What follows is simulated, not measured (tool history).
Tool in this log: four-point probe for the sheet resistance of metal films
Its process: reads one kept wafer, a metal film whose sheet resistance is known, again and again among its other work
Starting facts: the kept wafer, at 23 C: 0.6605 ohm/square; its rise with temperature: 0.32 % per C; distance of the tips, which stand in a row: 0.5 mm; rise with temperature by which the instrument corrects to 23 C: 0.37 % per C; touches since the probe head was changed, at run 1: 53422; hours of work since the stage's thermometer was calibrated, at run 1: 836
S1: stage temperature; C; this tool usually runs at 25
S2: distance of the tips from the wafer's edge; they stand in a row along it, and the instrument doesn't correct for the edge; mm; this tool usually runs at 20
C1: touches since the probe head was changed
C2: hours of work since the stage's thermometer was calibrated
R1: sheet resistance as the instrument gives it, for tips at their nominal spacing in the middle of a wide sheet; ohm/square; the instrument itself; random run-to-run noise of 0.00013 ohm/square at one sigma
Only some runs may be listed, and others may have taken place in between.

run 1 hour=0.0 | S1=25 S2=20 | C1=53422 C2=836 | R1=0.662207
run 2 hour=33.8 | S1=25 S2=20 | C1=54572 C2=850 | R1=0.662412
run 3 hour=60.5 | S1=25 S2=38 | C1=55482 C2=861 | R1=0.662183
run 4 hour=100.3 | S1=25 S2=38 | C1=56838 C2=878 | R1=0.662421
run 5 hour=150.3 | S1=25 S2=38 | C1=58545 C2=898 | R1=0.662295
run 6 hour=200.5 | S1=25 S2=38 | C1=60254 C2=919 | R1=0.662568
run 7 hour=250.6 | S1=25 S2=38 | C1=61963 C2=940 | R1=0.662359
run 8 hour=276.3 | S1=19 S2=20 | C1=62839 C2=950 | R1=0.664797
run 9 hour=327.0 | S1=19 S2=20 | C1=64565 C2=971 | R1=0.664826
run 10 hour=363.4 | S1=25 S2=20 | C1=65804 C2=986 | R1=0.662767
run 11 hour=404.7 | S1=25 S2=20 | C1=67212 C2=1003 | R1=0.663025
run 12 hour=444.0 | S1=25 S2=20 | C1=68554 C2=1020 | R1=0.663034
run 13 hour=469.9 | S1=25 S2=20 | C1=69434 C2=1030 | R1=0.663085
run 14 hour=497.4 | S1=25 S2=20 | C1=70373 C2=1042 | R1=0.663205
run 15 hour=535.1 | S1=25 S2=20 | C1=71657 C2=1057 | R1=0.663118
run 16 hour=579.4 | S1=23 S2=20 | C1=73165 C2=1075 | R1=0.663773
run 17 hour=632.4 | S1=23 S2=20 | C1=74973 C2=1097 | R1=0.664059
run 18 hour=676.7 | S1=23 S2=20 | C1=76484 C2=1116 | R1=0.664182
run 19 hour=731.0 | S1=23 S2=20 | C1=78334 C2=1138 | R1=0.664292
run 20 hour=775.6 | S1=25 S2=47 | C1=79853 C2=1157 | R1=0.663266
run 21 hour=798.3 | S1=25 S2=47 | C1=80626 C2=1166 | R1=0.663464
run 22 hour=822.4 | S1=25 S2=47 | C1=81446 C2=1176 | R1=0.663326
run 23 hour=866.1 | S1=25 S2=47 | C1=82938 C2=1194 | R1=0.663549
run 24 hour=893.0 | S1=32 S2=11 | C1=83854 C2=1205 | R1=0.661943
run 25 hour=948.0 | S1=32 S2=15 | C1=85728 C2=1228 | R1=0.661808
-- hour=968.6 stage's thermometer calibrated
run 26 hour=988.8 | S1=32 S2=15 | C1=87100 C2=8 | R1=0.661751
run 27 hour=1020.5 | S1=18 S2=4 | C1=88181 C2=21 | R1=0.672063
run 28 hour=1061.7 | S1=29 S2=20 | C1=89585 C2=38 | R1=0.662943
run 29 hour=1108.3 | S1=29 S2=20 | C1=91174 C2=58 | R1=0.663107
run 30 hour=1158.3 | S1=30 S2=25 | C1=92879 C2=78 | R1=0.662627
run 31 hour=1182.9 | S1=30 S2=25 | C1=93715 C2=89 | R1=0.662488
run 32 hour=1238.1 | S1=30 S2=25 | C1=95596 C2=111 | R1=0.662894
-- hour=1273.0 stage's thermometer calibrated, once more
run 33 hour=1273.0 | S1=31 S2=13 | C1=96768 C2=0 | R1=0.661746
run 34 hour=1299.6 | S1=28 S2=4 | C1=97677 C2=11 | R1=0.667850
run 35 hour=1329.4 | S1=28 S2=32 | C1=98693 C2=23 | R1=0.662228
run 36 hour=1370.8 | S1=28 S2=32 | C1=100103 C2=40 | R1=0.662040
run 37 hour=1406.6 | S1=20 S2=20 | C1=101322 C2=55 | R1=0.665480
run 38 hour=1437.0 | S1=25 S2=4 | C1=102357 C2=68 | R1=0.669214
run 39 hour=1467.4 | S1=23 S2=25 | C1=103393 C2=80 | R1=0.664470
run 40 hour=1489.9 | S1=20 S2=3 | C1=104161 C2=90 | R1=0.675196
run 41 hour=1540.9 | S1=23 S2=27 | C1=105900 C2=111 | R1=0.664390
run 42 hour=1589.1 | S1=31 S2=5 | C1=107543 C2=131 | R1=0.665126
run 43 hour=1641.9 | S1=28 S2=5 | C1=109341 C2=152 | R1=0.666317
run 44 hour=1687.2 | S1=22 S2=5 | C1=110883 C2=171 | R1=0.668545
run 45 hour=1727.6 | S1=31 S2=27 | C1=112262 C2=188 | R1=0.662127

Each row is a separate what-if for the run after 45, all from the same tool condition, not one after another. Results?
run A hour=1757.9 | S1=25 S2=22 | C1=113294 C2=200 | R1=?
run B hour=1757.9 | S1=19 S2=45 | C1=113294 C2=200 | R1=?
run C hour=1757.9 | S1=34 S2=27 | C1=113294 C2=200 | R1=?
run D hour=1757.9 | S1=34 S2=20 | C1=113294 C2=200 | R1=?

run=A R1=0.664110
run=B R1=0.666229
run=C R1=0.661158
run=D R1=0.661236
Stripped of hidden state, with their random variation kept, the same runs would have yielded:
run=A R1=0.659852
run=B R1=0.661954
run=C R1=0.656924
run=D R1=0.657002
